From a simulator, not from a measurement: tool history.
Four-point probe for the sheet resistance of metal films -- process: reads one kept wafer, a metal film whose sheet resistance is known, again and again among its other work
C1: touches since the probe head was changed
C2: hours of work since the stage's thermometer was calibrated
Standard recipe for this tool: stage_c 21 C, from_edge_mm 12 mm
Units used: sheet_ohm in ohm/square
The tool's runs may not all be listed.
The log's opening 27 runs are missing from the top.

{"run": 28, "hour": 453.6, "stage_c": 29, "from_edge_mm": 38, "C1": 15253, "C2": 16, "sheet_ohm": 0.045983}
{"run": 29, "hour": 472.5, "stage_c": 29, "from_edge_mm": 38, "C1": 15740, "C2": 25, "sheet_ohm": 0.045984}
{"hour": 482.2, "done": "stage's thermometer calibrated, once more"}
{"run": 30, "hour": 494.7, "stage_c": 29, "from_edge_mm": 38, "C1": 16299, "C2": 6, "sheet_ohm": 0.04598}
{"run": 31, "hour": 518.2, "stage_c": 29, "from_edge_mm": 38, "C1": 16901, "C2": 17, "sheet_ohm": 0.045989}
{"run": 32, "hour": 535.6, "stage_c": 29, "from_edge_mm": 38, "C1": 17349, "C2": 26, "sheet_ohm": 0.04598}
{"run": 33, "hour": 557.4, "stage_c": 29, "from_edge_mm": 38, "C1": 17909, "C2": 36, "sheet_ohm": 0.045978}
{"run": 34, "hour": 579.7, "stage_c": 29, "from_edge_mm": 38, "C1": 18482, "C2": 47, "sheet_ohm": 0.045966}
{"run": 35, "hour": 590.5, "stage_c": 30, "from_edge_mm": 12, "C1": 18760, "C2": 52, "sheet_ohm": 0.046013}
{"run": 36, "hour": 605.9, "stage_c": 30, "from_edge_mm": 4, "C1": 19157, "C2": 59, "sheet_ohm": 0.046355}
{"run": 37, "hour": 622.0, "stage_c": 30, "from_edge_mm": 4, "C1": 19572, "C2": 67, "sheet_ohm": 0.046357}
{"run": 38, "hour": 634.8, "stage_c": 21, "from_edge_mm": 13, "C1": 19900, "C2": 73, "sheet_ohm": 0.045931}
{"run": 39, "hour": 646.4, "stage_c": 21, "from_edge_mm": 12, "C1": 20198, "C2": 79, "sheet_ohm": 0.045957}

3 ways to go on from here, each from the tool as it stands after run 39. What would each give?
{"run": "A", "hour": 667.7, "stage_c": 24, "from_edge_mm": 12, "C1": 20747, "C2": 89, "sheet_ohm": "?"}
{"run": "B", "hour": 667.7, "stage_c": 26, "from_edge_mm": 21, "C1": 20747, "C2": 89, "sheet_ohm": "?"}
{"run": "C", "hour": 667.7, "stage_c": 26, "from_edge_mm": 19, "C1": 20747, "C2": 89, "sheet_ohm": "?"}

run=A sheet_ohm=0.045972
run=B sheet_ohm=0.045951
run=C sheet_ohm=0.04595
Without the tool's unlogged condition, the same runs would have read:
run=A sheet_ohm=0.046263
run=B sheet_ohm=0.046241
run=C sheet_ohm=0.04624
